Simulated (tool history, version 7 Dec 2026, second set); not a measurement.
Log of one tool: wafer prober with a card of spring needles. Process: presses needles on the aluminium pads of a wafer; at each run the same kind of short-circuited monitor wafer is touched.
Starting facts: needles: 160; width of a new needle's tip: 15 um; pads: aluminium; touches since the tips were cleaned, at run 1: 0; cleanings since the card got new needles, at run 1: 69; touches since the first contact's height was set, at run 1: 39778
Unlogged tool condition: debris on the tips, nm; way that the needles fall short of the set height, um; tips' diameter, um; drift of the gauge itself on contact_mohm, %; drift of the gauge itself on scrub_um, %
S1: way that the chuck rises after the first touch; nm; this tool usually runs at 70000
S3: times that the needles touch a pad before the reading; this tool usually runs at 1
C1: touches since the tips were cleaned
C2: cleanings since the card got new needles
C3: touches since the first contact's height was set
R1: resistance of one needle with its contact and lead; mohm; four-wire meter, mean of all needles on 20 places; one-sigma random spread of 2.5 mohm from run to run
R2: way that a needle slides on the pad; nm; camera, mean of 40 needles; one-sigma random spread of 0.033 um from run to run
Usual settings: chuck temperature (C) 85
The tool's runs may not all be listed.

{"run": 1, "day": 0.0, "S1": 70000, "chuck temperature (C)": 85, "S3": 1, "C1": 0, "C2": 69, "C3": 39778, "R1": 289, "R2": 12230}
{"day": 0.471, "done": "tips cleaned on abrasive film"}
{"run": 2, "day": 0.688, "S1": 75000, "chuck temperature (C)": 85, "S3": 1, "C1": 3397, "C2": 70, "C3": 50571, "R1": 286, "R2": 13130}
{"day": 0.929, "done": "tips cleaned on abrasive film"}
{"day": 1.358, "done": "tips cleaned on abrasive film"}
{"run": 3, "day": 1.358, "S1": 75000, "chuck temperature (C)": 85, "S3": 1, "C1": 0, "C2": 72, "C3": 61064, "R1": 284, "R2": 13110}
{"day": 1.796, "done": "tips cleaned on abrasive film"}
{"run": 4, "day": 2.004, "S1": 70000, "chuck temperature (C)": 46, "S3": 1, "C1": 3313, "C2": 73, "C3": 71257, "R1": 277, "R2": 12290}
{"day": 2.262, "done": "tips cleaned on abrasive film"}
{"run": 5, "day": 2.575, "S1": 59000, "chuck temperature (C)": 85, "S3": 1, "C1": 4884, "C2": 74, "C3": 80169, "R1": 287, "R2": 10350}
{"day": 2.712, "done": "tips cleaned on abrasive film"}
{"run": 6, "day": 2.967, "S1": 59000, "chuck temperature (C)": 85, "S3": 1, "C1": 4005, "C2": 75, "C3": 86299, "R1": 292, "R2": 10290}
{"day": 3.146, "done": "tips cleaned on abrasive film"}
{"day": 3.6, "done": "tips cleaned on abrasive film"}
{"run": 7, "day": 3.725, "S1": 59000, "chuck temperature (C)": 85, "S3": 1, "C1": 1946, "C2": 77, "C3": 98187, "R1": 290, "R2": 10310}
{"day": 4.038, "done": "tips cleaned on abrasive film"}
{"day": 4.458, "done": "tips cleaned on abrasive film"}
{"run": 8, "day": 4.458, "S1": 59000, "chuck temperature (C)": 85, "S3": 1, "C1": 0, "C2": 79, "C3": 109686, "R1": 292, "R2": 10320}
{"day": 4.929, "done": "tips cleaned on abrasive film"}
{"run": 9, "day": 5.192, "S1": 59000, "chuck temperature (C)": 85, "S3": 1, "C1": 4116, "C2": 80, "C3": 121183, "R1": 293, "R2": 10310}
{"day": 5.417, "done": "tips cleaned on abrasive film"}
{"day": 5.429, "done": "height of the first contact set anew"}
{"day": 5.858, "done": "tips cleaned on abrasive film"}
{"run": 10, "day": 6.033, "S1": 70000, "chuck temperature (C)": 45, "S3": 1, "C1": 2724, "C2": 82, "C3": 9493, "R1": 275, "R2": 12250}
{"day": 6.296, "done": "tips cleaned on abrasive film"}
{"run": 11, "day": 6.521, "S1": 70000, "chuck temperature (C)": 45, "S3": 1, "C1": 3583, "C2": 83, "C3": 17148, "R1": 280, "R2": 12320}
{"day": 6.758, "done": "tips cleaned on abrasive film"}
{"day": 7.225, "done": "tips cleaned on abrasive film"}
{"run": 12, "day": 7.362, "S1": 70000, "chuck temperature (C)": 79, "S3": 1, "C1": 2148, "C2": 85, "C3": 30320, "R1": 284, "R2": 12260}
{"day": 7.671, "done": "tips cleaned on abrasive film"}
{"day": 8.092, "done": "tips cleaned on abrasive film"}
{"run": 13, "day": 8.171, "S1": 70000, "chuck temperature (C)": 79, "S3": 1, "C1": 1276, "C2": 87, "C3": 43025, "R1": 288, "R2": 12260}
{"day": 8.525, "done": "tips cleaned on abrasive film"}
{"run": 14, "day": 8.879, "S1": 70000, "chuck temperature (C)": 79, "S3": 1, "C1": 5596, "C2": 88, "C3": 54144, "R1": 287, "R2": 12230}
{"day": 8.996, "done": "tips cleaned on abrasive film"}
{"run": 15, "day": 9.4, "S1": 70000, "chuck temperature (C)": 79, "S3": 1, "C1": 6361, "C2": 89, "C3": 62299, "R1": 289, "R2": 12250}
{"day": 9.458, "done": "tips cleaned on abrasive film"}
{"day": 9.9, "done": "tips cleaned on abrasive film"}
{"run": 16, "day": 10.108, "S1": 70000, "chuck temperature (C)": 85, "S3": 2, "C1": 3317, "C2": 91, "C3": 73402, "R1": 287, "R2": 12220}
{"day": 10.371, "done": "tips cleaned on abrasive film"}
{"day": 10.796, "done": "tips cleaned on abrasive film"}
{"run": 17, "day": 10.883, "S1": 70000, "chuck temperature (C)": 58, "S3": 1, "C1": 1368, "C2": 93, "C3": 85525, "R1": 278, "R2": 12220}
{"day": 11.258, "done": "tips cleaned on abrasive film"}
{"run": 18, "day": 11.258, "S1": 81000, "chuck temperature (C)": 58, "S3": 2, "C1": 0, "C2": 94, "C3": 91399, "R1": 275, "R2": 14240}
{"day": 11.683, "done": "tips cleaned on abrasive film"}
{"run": 19, "day": 11.683, "S1": 81000, "chuck temperature (C)": 58, "S3": 1, "C1": 0, "C2": 95, "C3": 98071, "R1": 280, "R2": 14220}
{"day": 12.108, "done": "tips cleaned on abrasive film"}
{"run": 20, "day": 12.254, "S1": 76000, "chuck temperature (C)": 85, "S3": 1, "C1": 2308, "C2": 96, "C3": 107030, "R1": 288, "R2": 13330}
{"day": 12.533, "done": "tips cleaned on abrasive film"}
{"day": 12.971, "done": "tips cleaned on abrasive film"}
{"run": 21, "day": 13.092, "S1": 76000, "chuck temperature (C)": 85, "S3": 1, "C1": 1898, "C2": 98, "C3": 120143, "R1": 286, "R2": 13240}
{"day": 13.392, "done": "tips cleaned on abrasive film"}
{"day": 13.404, "done": "height of the first contact set anew"}
{"day": 13.833, "done": "tips cleaned on abrasive film"}
{"run": 22, "day": 13.946, "S1": 61000, "chuck temperature (C)": 80, "S3": 1, "C1": 1788, "C2": 100, "C3": 8532, "R1": 297, "R2": 10660}
{"day": 14.296, "done": "tips cleaned on abrasive film"}
{"run": 23, "day": 14.512, "S1": 83000, "chuck temperature (C)": 107, "S3": 1, "C1": 3454, "C2": 101, "C3": 17412, "R1": 295, "R2": 14480}
{"day": 14.762, "done": "tips cleaned on abrasive film"}
{"run": 24, "day": 15.096, "S1": 83000, "chuck temperature (C)": 107, "S3": 2, "C1": 5269, "C2": 102, "C3": 26559, "R1": 289, "R2": 14490}
{"day": 15.242, "done": "tips cleaned on abrasive film"}
{"day": 15.725, "done": "tips cleaned on abrasive film"}
{"run": 25, "day": 15.767, "S1": 75000, "chuck temperature (C)": 107, "S3": 2, "C1": 672, "C2": 104, "C3": 37065, "R1": 294, "R2": 13170}
{"day": 16.175, "done": "tips cleaned on abrasive film"}
{"run": 26, "day": 16.212, "S1": 58000, "chuck temperature (C)": 94, "S3": 2, "C1": 595, "C2": 105, "C3": 44041, "R1": 290, "R2": 10170}
{"day": 16.604, "done": "tips cleaned on abrasive film"}
{"run": 27, "day": 16.846, "S1": 70000, "chuck temperature (C)": 85, "S3": 2, "C1": 3835, "C2": 106, "C3": 54004, "R1": 285, "R2": 12260}
{"day": 17.042, "done": "tips cleaned on abrasive film"}
{"run": 28, "day": 17.429, "S1": 89000, "chuck temperature (C)": 45, "S3": 3, "C1": 6144, "C2": 107, "C3": 63206, "R1": 273, "R2": 15610}
{"day": 17.471, "done": "tips cleaned on abrasive film"}
{"day": 17.9, "done": "tips cleaned on abrasive film"}
{"run": 29, "day": 18.158, "S1": 60000, "chuck temperature (C)": 45, "S3": 2, "C1": 4100, "C2": 109, "C3": 74606, "R1": 284, "R2": 10490}
{"day": 18.342, "done": "tips cleaned on abrasive film"}
{"day": 18.767, "done": "tips cleaned on abrasive film"}
{"run": 30, "day": 18.983, "S1": 80000, "chuck temperature (C)": 85, "S3": 1, "C1": 3461, "C2": 111, "C3": 87528, "R1": 288, "R2": 14000}
{"day": 19.204, "done": "tips cleaned on abrasive film"}
{"day": 19.646, "done": "tips cleaned on abrasive film"}
{"run": 31, "day": 19.808, "S1": 80000, "chuck temperature (C)": 85, "S3": 1, "C1": 2584, "C2": 113, "C3": 100416, "R1": 287, "R2": 14050}
{"day": 20.1, "done": "tips cleaned on abrasive film"}
{"run": 32, "day": 20.342, "S1": 70000, "chuck temperature (C)": 30, "S3": 2, "C1": 3805, "C2": 114, "C3": 108808, "R1": 269, "R2": 12210}

What differs in the tool's unlogged condition from the final listed run ahead of each entry between runs to the first listed run following it?
Run 1 -> run 2: tips cleaned on abrasive film (day 0.471)
  debris on the tips, nm: 0.3 -> 1.9
Run 2 -> run 3: tips cleaned on abrasive film (day 0.929); tips cleaned on abrasive film (day 1.358)
  debris on the tips, nm: 1.9 -> 0.1
Run 3 -> run 4: tips cleaned on abrasive film (day 1.796)
  debris on the tips, nm: 0.1 -> 1.6; way that the needles fall short of the set height, um: 0.01 -> 0.02
Run 4 -> run 5: tips cleaned on abrasive film (day 2.262)
  debris on the tips, nm: 1.6 -> 2.2
Run 5 -> run 6: tips cleaned on abrasive film (day 2.712)
  debris on the tips, nm: 2.2 -> 1.9
Run 6 -> run 7: tips cleaned on abrasive film (day 3.146); tips cleaned on abrasive film (day 3.6)
  debris on the tips, nm: 1.9 -> 1.2
Run 7 -> run 8: tips cleaned on abrasive film (day 4.038); tips cleaned on abrasive film (day 4.458)
  debris on the tips, nm: 1.2 -> 0.2; way that the needles fall short of the set height, um: 0.02 -> 0.03
Run 8 -> run 9: tips cleaned on abrasive film (day 4.929)
  debris on the tips, nm: 0.2 -> 2.1
Run 9 -> run 10: tips cleaned on abrasive film (day 5.417); height of the first contact set anew (day 5.429); tips cleaned on abrasive film (day 5.858)
  debris on the tips, nm: 2.1 -> 1.5; way that the needles fall short of the set height, um: 0.03 -> 0; tips' diameter, um: 15.04 -> 15.05
Run 10 -> run 11: tips cleaned on abrasive film (day 6.296)
  debris on the tips, nm: 1.5 -> 1.9
Run 11 -> run 12: tips cleaned on abrasive film (day 6.758); tips cleaned on abrasive film (day 7.225)
  debris on the tips, nm: 1.9 -> 1.2; way that the needles fall short of the set height, um: 0 -> 0.01
Run 12 -> run 13: tips cleaned on abrasive film (day 7.671); tips cleaned on abrasive film (day 8.092)
  debris on the tips, nm: 1.2 -> 0.9
Run 13 -> run 14: tips cleaned on abrasive film (day 8.525)
  debris on the tips, nm: 0.9 -> 2.4
Run 14 -> run 15: tips cleaned on abrasive film (day 8.996)
  no hidden state differs between the two runs
Run 15 -> run 16: tips cleaned on abrasive film (day 9.458); tips cleaned on abrasive film (day 9.9)
  debris on the tips, nm: 2.4 -> 1.9
Run 16 -> run 17: tips cleaned on abrasive film (day 10.371); tips cleaned on abrasive film (day 10.796)
  debris on the tips, nm: 1.9 -> 0.9; way that the needles fall short of the set height, um: 0.01 -> 0.02
Run 17 -> run 18: tips cleaned on abrasive film (day 11.258)
  debris on the tips, nm: 0.9 -> 0.1
Run 18 -> run 19: tips cleaned on abrasive film (day 11.683)
  debris on the tips, nm: 0.1 -> 0.3
Run 19 -> run 20: tips cleaned on abrasive film (day 12.108)
  debris on the tips, nm: 0.3 -> 1.3
Run 20 -> run 21: tips cleaned on abrasive film (day 12.533); tips cleaned on abrasive film (day 12.971)
  debris on the tips, nm: 1.3 -> 1.1; way that the needles fall short of the set height, um: 0.02 -> 0.03
Run 21 -> run 22: tips cleaned on abrasive film (day 13.392); height of the first contact set anew (day 13.404); tips cleaned on abrasive film (day 13.833)
  debris on the tips, nm: 1.1 -> 1; way that the needles fall short of the set height, um: 0.03 -> 0; tips' diameter, um: 15.05 -> 15.06
Run 22 -> run 23: tips cleaned on abrasive film (day 14.296)
  debris on the tips, nm: 1 -> 1.8
Run 23 -> run 24: tips cleaned on abrasive film (day 14.762)
  debris on the tips, nm: 1.8 -> 2.3
Run 24 -> run 25: tips cleaned on abrasive film (day 15.242); tips cleaned on abrasive film (day 15.725)
  debris on the tips, nm: 2.3 -> 0.5; way that the needles fall short of the set height, um: 0 -> 0.01
Run 25 -> run 26: tips cleaned on abrasive film (day 16.175)
  debris on the tips, nm: 0.5 -> 0.6
Run 26 -> run 27: tips cleaned on abrasive film (day 16.604)
  debris on the tips, nm: 0.6 -> 1.9
Run 27 -> run 28: tips cleaned on abrasive film (day 17.042)
  debris on the tips, nm: 1.9 -> 2.5
Run 28 -> run 29: tips cleaned on abrasive film (day 17.471); tips cleaned on abrasive film (day 17.9)
  debris on the tips, nm: 2.5 -> 2
Run 29 -> run 30: tips cleaned on abrasive film (day 18.342); tips cleaned on abrasive film (day 18.767)
  debris on the tips, nm: 2 -> 1.8; way that the needles fall short of the set height, um: 0.01 -> 0.02
Run 30 -> run 31: tips cleaned on abrasive film (day 19.204); tips cleaned on abrasive film (day 19.646)
  debris on the tips, nm: 1.8 -> 1.5
Run 31 -> run 32: tips cleaned on abrasive film (day 20.1)
  debris on the tips, nm: 1.5 -> 2.1

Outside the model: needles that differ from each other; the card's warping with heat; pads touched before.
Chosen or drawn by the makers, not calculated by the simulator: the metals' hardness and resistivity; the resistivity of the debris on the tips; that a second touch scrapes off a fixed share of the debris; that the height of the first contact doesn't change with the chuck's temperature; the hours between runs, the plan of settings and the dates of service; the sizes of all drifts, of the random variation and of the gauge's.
